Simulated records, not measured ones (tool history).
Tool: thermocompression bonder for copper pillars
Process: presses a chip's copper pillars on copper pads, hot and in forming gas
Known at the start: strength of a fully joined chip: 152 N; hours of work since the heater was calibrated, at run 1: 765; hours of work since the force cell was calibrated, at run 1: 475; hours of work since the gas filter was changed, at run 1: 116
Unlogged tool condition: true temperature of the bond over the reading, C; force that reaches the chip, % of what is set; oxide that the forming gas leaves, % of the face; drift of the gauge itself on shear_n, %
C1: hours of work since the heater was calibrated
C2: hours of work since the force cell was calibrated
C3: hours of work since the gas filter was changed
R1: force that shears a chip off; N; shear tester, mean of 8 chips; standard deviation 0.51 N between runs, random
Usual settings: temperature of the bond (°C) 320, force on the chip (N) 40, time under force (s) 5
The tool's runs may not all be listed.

{"run": 1, "hour": 0.0, "temperature of the bond (°C)": 320, "force on the chip (N)": 40, "time under force (s)": 5, "C1": 765, "C2": 475, "C3": 116, "R1": 90.6}
{"run": 2, "hour": 46.5, "temperature of the bond (°C)": 320, "force on the chip (N)": 40, "time under force (s)": 3, "C1": 789, "C2": 499, "C3": 140, "R1": 76.5}
{"hour": 85.7, "done": "forming gas filter changed"}
{"run": 3, "hour": 108.7, "temperature of the bond (°C)": 320, "force on the chip (N)": 40, "time under force (s)": 3, "C1": 821, "C2": 532, "C3": 12, "R1": 78.9}
{"run": 4, "hour": 152.8, "temperature of the bond (°C)": 320, "force on the chip (N)": 40, "time under force (s)": 3, "C1": 844, "C2": 555, "C3": 35, "R1": 78.5}
{"run": 5, "hour": 208.3, "temperature of the bond (°C)": 320, "force on the chip (N)": 40, "time under force (s)": 5, "C1": 873, "C2": 584, "C3": 64, "R1": 90.4}
{"run": 6, "hour": 282.9, "temperature of the bond (°C)": 340, "force on the chip (N)": 40, "time under force (s)": 5, "C1": 912, "C2": 623, "C3": 103, "R1": 100.7}
{"hour": 340.6, "done": "heater calibrated with a thermocouple chip"}
{"run": 7, "hour": 368.1, "temperature of the bond (°C)": 340, "force on the chip (N)": 40, "time under force (s)": 5, "C1": 14, "C2": 666, "C3": 146, "R1": 91.2}
{"hour": 394.6, "done": "forming gas filter changed"}
{"run": 8, "hour": 418.5, "temperature of the bond (°C)": 320, "force on the chip (N)": 40, "time under force (s)": 5, "C1": 40, "C2": 692, "C3": 12, "R1": 86.8}
{"run": 9, "hour": 517.9, "temperature of the bond (°C)": 320, "force on the chip (N)": 40, "time under force (s)": 11, "C1": 92, "C2": 744, "C3": 64, "R1": 106.4}
{"run": 10, "hour": 606.7, "temperature of the bond (°C)": 320, "force on the chip (N)": 40, "time under force (s)": 11, "C1": 139, "C2": 790, "C3": 111, "R1": 103.6}
{"run": 11, "hour": 655.3, "temperature of the bond (°C)": 320, "force on the chip (N)": 40, "time under force (s)": 11, "C1": 164, "C2": 816, "C3": 136, "R1": 103}
{"hour": 704.1, "done": "forming gas filter changed"}
{"run": 12, "hour": 723.2, "temperature of the bond (°C)": 342, "force on the chip (N)": 40, "time under force (s)": 5, "C1": 199, "C2": 851, "C3": 10, "R1": 99.8}
{"run": 13, "hour": 801.0, "temperature of the bond (°C)": 342, "force on the chip (N)": 40, "time under force (s)": 5, "C1": 240, "C2": 892, "C3": 51, "R1": 97.8}
{"run": 14, "hour": 881.1, "temperature of the bond (°C)": 342, "force on the chip (N)": 40, "time under force (s)": 5, "C1": 282, "C2": 933, "C3": 92, "R1": 97.1}
{"run": 15, "hour": 934.4, "temperature of the bond (°C)": 342, "force on the chip (N)": 40, "time under force (s)": 5, "C1": 310, "C2": 961, "C3": 120, "R1": 95.6}
{"run": 16, "hour": 993.7, "temperature of the bond (°C)": 320, "force on the chip (N)": 40, "time under force (s)": 5, "C1": 341, "C2": 992, "C3": 151, "R1": 82.8}
{"hour": 1016.1, "done": "forming gas filter changed"}
{"run": 17, "hour": 1051.5, "temperature of the bond (°C)": 334, "force on the chip (N)": 28, "time under force (s)": 6, "C1": 371, "C2": 1022, "C3": 18, "R1": 87.7}
{"run": 18, "hour": 1104.7, "temperature of the bond (°C)": 334, "force on the chip (N)": 28, "time under force (s)": 8, "C1": 398, "C2": 1050, "C3": 46, "R1": 93.6}
{"run": 19, "hour": 1169.4, "temperature of the bond (°C)": 334, "force on the chip (N)": 28, "time under force (s)": 8, "C1": 432, "C2": 1084, "C3": 80, "R1": 92.9}
{"run": 20, "hour": 1217.4, "temperature of the bond (°C)": 298, "force on the chip (N)": 35, "time under force (s)": 3, "C1": 457, "C2": 1109, "C3": 105, "R1": 57.2}
{"run": 21, "hour": 1308.6, "temperature of the bond (°C)": 322, "force on the chip (N)": 27, "time under force (s)": 9, "C1": 505, "C2": 1156, "C3": 153, "R1": 87.1}
{"hour": 1330.2, "done": "forming gas filter changed"}
{"run": 22, "hour": 1393.1, "temperature of the bond (°C)": 320, "force on the chip (N)": 56, "time under force (s)": 4, "C1": 549, "C2": 1200, "C3": 33, "R1": 95.9}
{"hour": 1402.1, "done": "force cell calibrated"}
{"run": 23, "hour": 1449.9, "temperature of the bond (°C)": 347, "force on the chip (N)": 56, "time under force (s)": 3, "C1": 578, "C2": 25, "C3": 62, "R1": 103.5}
{"run": 24, "hour": 1538.8, "temperature of the bond (°C)": 347, "force on the chip (N)": 56, "time under force (s)": 3, "C1": 624, "C2": 71, "C3": 108, "R1": 100.9}
{"run": 25, "hour": 1632.0, "temperature of the bond (°C)": 347, "force on the chip (N)": 56, "time under force (s)": 3, "C1": 673, "C2": 120, "C3": 157, "R1": 98.8}
{"hour": 1640.7, "done": "forming gas filter changed"}
{"run": 26, "hour": 1682.5, "temperature of the bond (°C)": 297, "force on the chip (N)": 40, "time under force (s)": 10, "C1": 699, "C2": 146, "C3": 22, "R1": 98.1}
{"run": 27, "hour": 1756.6, "temperature of the bond (°C)": 305, "force on the chip (N)": 28, "time under force (s)": 12, "C1": 737, "C2": 185, "C3": 61, "R1": 93}
{"run": 28, "hour": 1821.3, "temperature of the bond (°C)": 319, "force on the chip (N)": 40, "time under force (s)": 4, "C1": 771, "C2": 219, "C3": 94, "R1": 83.4}
{"run": 29, "hour": 1884.7, "temperature of the bond (°C)": 312, "force on the chip (N)": 26, "time under force (s)": 7, "C1": 804, "C2": 252, "C3": 127, "R1": 77.6}
{"hour": 1953.3, "done": "forming gas filter changed"}
{"run": 30, "hour": 1978.5, "temperature of the bond (°C)": 320, "force on the chip (N)": 48, "time under force (s)": 5, "C1": 853, "C2": 301, "C3": 13, "R1": 100.9}
{"run": 31, "hour": 2079.4, "temperature of the bond (°C)": 320, "force on the chip (N)": 48, "time under force (s)": 5, "C1": 906, "C2": 353, "C3": 66, "R1": 98.2}
{"hour": 2152.0, "done": "heater calibrated with a thermocouple chip"}
{"run": 32, "hour": 2152.0, "temperature of the bond (°C)": 313, "force on the chip (N)": 58, "time under force (s)": 14, "C1": 0, "C2": 390, "C3": 103, "R1": 119.4}

How would selected steps in R1 from run to run divide? Give the signed amount a tool lacking its hidden state would still show from settings, what came in and random variation, and the signed amount left for the hidden state, including any gauge scatter that is not in both of the compared results.
Run 6 -> 7: heater calibrated with a thermocouple chip. R1 -9.5 N: hidden state -8.5, all else -1.
Run 19 -> 20: temperature of the bond (°C) 334 -> 298, force on the chip (N) 28 -> 35, time under force (s) 8 -> 3. R1 -35.7 N: hidden state +1, all else -36.7.
Run 20 -> 21: temperature of the bond (°C) 298 -> 322, force on the chip (N) 35 -> 27, time under force (s) 3 -> 9. R1 +29.9 N: hidden state -3.3, all else +33.2.
Run 25 -> 26: temperature of the bond (°C) 347 -> 297, force on the chip (N) 56 -> 40, time under force (s) 3 -> 10, forming gas filter changed. R1 -0.7 N: hidden state +7.7, all else -8.4.
Run 29 -> 30: temperature of the bond (°C) 312 -> 320, force on the chip (N) 26 -> 48, time under force (s) 7 -> 5, forming gas filter changed. R1 +23.3 N: hidden state +4.4, all else +18.9.
Run 31 -> 32: temperature of the bond (°C) 320 -> 313, force on the chip (N) 48 -> 58, time under force (s) 5 -> 14, heater calibrated with a thermocouple chip. R1 +21.2 N: hidden state -9.5, all else +30.7.

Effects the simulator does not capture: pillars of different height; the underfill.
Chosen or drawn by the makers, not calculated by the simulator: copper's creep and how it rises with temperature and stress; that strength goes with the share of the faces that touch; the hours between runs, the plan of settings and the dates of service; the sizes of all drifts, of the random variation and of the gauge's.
